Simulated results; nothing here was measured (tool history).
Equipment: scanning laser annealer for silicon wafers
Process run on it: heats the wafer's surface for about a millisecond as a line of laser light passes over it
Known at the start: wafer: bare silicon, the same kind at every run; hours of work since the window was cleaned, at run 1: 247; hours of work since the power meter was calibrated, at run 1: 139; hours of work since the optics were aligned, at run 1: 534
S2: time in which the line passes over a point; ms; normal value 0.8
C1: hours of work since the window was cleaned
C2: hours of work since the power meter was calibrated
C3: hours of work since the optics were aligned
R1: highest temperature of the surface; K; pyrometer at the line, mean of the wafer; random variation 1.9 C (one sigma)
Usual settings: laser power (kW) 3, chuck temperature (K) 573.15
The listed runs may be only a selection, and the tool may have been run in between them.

Run 1, hour 0: usual settings; C1 247; C2 139; C3 534. Result: R1 1365.15 K.
Run 2, hour 10.7: usual settings; C1 255; C2 146; C3 541. Result: R1 1357.15 K.
Run 3, hour 20.1: usual settings; C1 261; C2 152; C3 547. Result: R1 1361.15 K.
Run 4, hour 28.6: usual settings; C1 267; C2 158; C3 553. Result: R1 1361.15 K.
Run 5, hour 40.1: usual settings; C1 275; C2 166; C3 561. Result: R1 1365.15 K.
Run 6, hour 56.7: usual settings; C1 286; C2 177; C3 573. Result: R1 1360.15 K.
Run 7, hour 68.6: usual settings; C1 294; C2 186; C3 581. Result: R1 1359.15 K.
Run 8, hour 82.7: usual settings; C1 304; C2 195; C3 590. Result: R1 1359.15 K.
Run 9, hour 94.7: usual settings; C1 312; C2 203; C3 599. Result: R1 1358.15 K.
Run 10, hour 102.8: usual settings; C1 318; C2 209; C3 604. Result: R1 1358.15 K.
Run 11, hour 119.1: usual settings but laser power (kW) 2.905; C1 329; C2 220; C3 615. Result: R1 1334.15 K.
Run 12, hour 135.2: usual settings but laser power (kW) 2.905; C1 340; C2 231; C3 626. Result: R1 1332.15 K.
Run 13, hour 150.5: usual settings but laser power (kW) 2.905; C1 350; C2 242; C3 637. Result: R1 1332.15 K.
Run 14, hour 165.9: usual settings but laser power (kW) 2.905; C1 361; C2 252; C3 647. Result: R1 1336.15 K.
Run 15, hour 183.2: usual settings but laser power (kW) 2.905; C1 373; C2 264; C3 659. Result: R1 1334.15 K.
Run 16, hour 197.7: usual settings but laser power (kW) 2.905; C1 383; C2 274; C3 669. Result: R1 1332.15 K.
Run 17, hour 212.5: usual settings but laser power (kW) 2.905; C1 393; C2 284; C3 679. Result: R1 1331.15 K.
Run 18, hour 226.2: usual settings but chuck temperature (K) 534.15; C1 402; C2 294; C3 689. Result: R1 1314.15 K.
Run 19, hour 241.3: usual settings but laser power (kW) 2.639; C1 413; C2 304; C3 699. Result: R1 1264.15 K.
Run 20, hour 248.2: usual settings but laser power (kW) 2.639; C1 417; C2 309; C3 704. Result: R1 1262.15 K.
Run 21, hour 264.3: usual settings but laser power (kW) 2.639; C1 428; C2 320; C3 715. Result: R1 1263.15 K.
Run 22, hour 271.3: usual settings but laser power (kW) 2.639; C1 433; C2 325; C3 720. Result: R1 1262.15 K.
Run 23, hour 281.4: usual settings but laser power (kW) 2.833, chuck temperature (K) 540.15; C1 440; C2 331; C3 727. Result: R1 1274.15 K.
Run 24, hour 288.6: usual settings but laser power (kW) 2.833, chuck temperature (K) 540.15; C1 445; C2 336; C3 732. Result: R1 1278.15 K.
Run 25, hour 296.2: usual settings but S2 0.729 ms, chuck temperature (K) 568.15; C1 450; C2 342; C3 737. Result: R1 1301.15 K.
Run 26, hour 312.2: usual settings but laser power (kW) 2.645, S2 0.909 ms, chuck temperature (K) 605.15; C1 461; C2 353; C3 748. Result: R1 1348.15 K.
Run 27, hour 323.3: usual settings but laser power (kW) 3.087, chuck temperature (K) 596.15; C1 469; C2 360; C3 755. Result: R1 1389.15 K.
Run 28, hour 339.6: usual settings but laser power (kW) 3.087, S2 0.756 ms, chuck temperature (K) 560.15; C1 480; C2 371; C3 767. Result: R1 1328.15 K.
Run 29, hour 346.5: usual settings but laser power (kW) 2.731, S2 0.769 ms, chuck temperature (K) 590.15; C1 485; C2 376; C3 771. Result: R1 1281.15 K.
Run 30, hour 362.5: usual settings but S2 0.668 ms; C1 496; C2 387; C3 782. Result: R1 1268.15 K.
Run 31, hour 376.8: usual settings but laser power (kW) 3.01, S2 0.668 ms, chuck temperature (K) 586.15; C1 506; C2 397; C3 792. Result: R1 1282.15 K.
Run 32, hour 388.2: usual settings but S2 0.795 ms, chuck temperature (K) 567.15; C1 513; C2 405; C3 800. Result: R1 1334.15 K.
Run 33, hour 398.7: usual settings but laser power (kW) 2.719, S2 0.985 ms, chuck temperature (K) 607.15; C1 521; C2 412; C3 807. Result: R1 1401.15 K.
Run 34, hour 406.1: usual settings but laser power (kW) 2.719, S2 0.985 ms, chuck temperature (K) 607.15; C1 526; C2 417; C3 812. Result: R1 1400.15 K.
Run 35, hour 419: usual settings but laser power (kW) 2.719, S2 0.985 ms, chuck temperature (K) 607.15; C1 534; C2 426; C3 821. Result: R1 1400.15 K.
Run 36, hour 434.7: usual settings but laser power (kW) 2.719, S2 0.985 ms, chuck temperature (K) 607.15; C1 545; C2 437; C3 832. Result: R1 1403.15 K.
Run 37, hour 445: usual settings but laser power (kW) 3.184, S2 0.677 ms, chuck temperature (K) 604.15; C1 552; C2 444; C3 839. Result: R1 1337.15 K.
Run 38, hour 453.3: usual settings but laser power (kW) 3.106, chuck temperature (K) 589.15; C1 558; C2 449; C3 844. Result: R1 1383.15 K.
Run 39, hour 469.1: usual settings but S2 0.794 ms; C1 569; C2 460; C3 855. Result: R1 1334.15 K.
Run 40, hour 478.6: usual settings but laser power (kW) 2.94, S2 0.969 ms, chuck temperature (K) 592.15; C1 575; C2 467; C3 862. Result: R1 1435.15 K.
Run 41, hour 495.2: usual settings but laser power (kW) 2.94, S2 0.969 ms, chuck temperature (K) 592.15; C1 587; C2 478; C3 873. Result: R1 1435.15 K.

Results for each run, recomputed without the tool's hidden state and with each run's random variation untouched:
Hidden conditions of the tool in this case: light that passes the window, % of a clean one's; laser's true power over the reading, %; width of the line over the set one, %; drift of the gauge itself on peak_c, C.
run       R1
  1  1386.15
  2  1379.15
  3  1383.15
  4  1383.15
  5  1388.15
  6  1384.15
  7  1384.15
  8  1384.15
  9  1384.15
 10  1384.15
 11  1360.15
 12  1358.15
 13  1359.15
 14  1363.15
 15  1363.15
 16  1361.15
 17  1361.15
 18  1346.15
 19  1292.15
 20  1291.15
 21  1293.15
 22  1292.15
 23  1307.15
 24  1311.15
 25  1334.15
 26  1382.15
 27  1427.15
 28  1365.15
 29  1315.15
 30  1302.15
 31  1317.15
 32  1373.15
 33  1443.15
 34  1442.15
 35  1443.15
 36  1447.15
 37  1378.15
 38  1427.15
 39  1377.15
 40  1484.15
 41  1484.15

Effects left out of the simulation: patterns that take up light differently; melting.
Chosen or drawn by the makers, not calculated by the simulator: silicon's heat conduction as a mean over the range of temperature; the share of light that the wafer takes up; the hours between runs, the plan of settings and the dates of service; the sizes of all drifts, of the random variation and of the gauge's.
